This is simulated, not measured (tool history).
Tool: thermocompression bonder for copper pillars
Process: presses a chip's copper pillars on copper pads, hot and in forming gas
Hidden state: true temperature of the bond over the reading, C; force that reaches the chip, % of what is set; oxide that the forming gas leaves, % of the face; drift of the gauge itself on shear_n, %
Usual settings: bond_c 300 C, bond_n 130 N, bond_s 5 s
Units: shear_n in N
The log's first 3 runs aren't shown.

run,day,bond_c,bond_n,bond_s,hours of work since the heater was calibrated,hours of work since the force cell was calibrated,hours of work since the gas filter was changed,shear_n
4,3.162,300,130,5,794,74,271,67.6
5,4.354,300,130,5,807,87,283,65.8
6,5.333,300,130,5,817,97,294,65.4
7,6.717,300,130,5,832,112,308,65.2
8,7.792,300,130,5,843,123,320,66.5
9,8.646,300,130,5,852,132,329,65.8
10,10.208,300,176,5,869,148,345,77.1
11,11.646,300,154,5,884,164,360,69.2
# day 11.775: forming gas filter changed
12,12.454,300,130,5,892,172,7,72.3
13,13.512,300,130,3,903,183,18,61.7
# day 13.950: heater calibrated with a thermocouple chip
14,14.504,300,130,6,6,193,28,69.0
15,15.279,300,130,6,14,201,36,68.4
16,16.317,300,130,4,25,212,47,60.0
17,17.671,300,130,11,39,226,61,82.7
# day 17.867: force cell calibrated
18,19.067,300,130,5,53,13,75,64.5
19,20.025,300,130,5,63,23,85,63.8
20,21.579,289,130,5,80,39,102,57.7
21,23.383,329,130,5,99,58,121,80.3
22,24.267,274,141,5,108,67,130,52.6
23,25.879,274,141,5,125,84,147,53.0
# day 26.971: force cell calibrated, once more
24,27.762,279,130,11,144,8,166,69.2
25,29.554,279,130,11,163,27,185,68.6
26,30.862,279,130,11,177,41,199,68.9
27,32.017,279,130,11,189,53,211,69.0

Forecast run 28:
28,33.483,310,107,5,205,69,227,?

Run 28 gave shear_n 59.3 N.
Without the tool's hidden state the same run would have given shear_n 62.9 N.
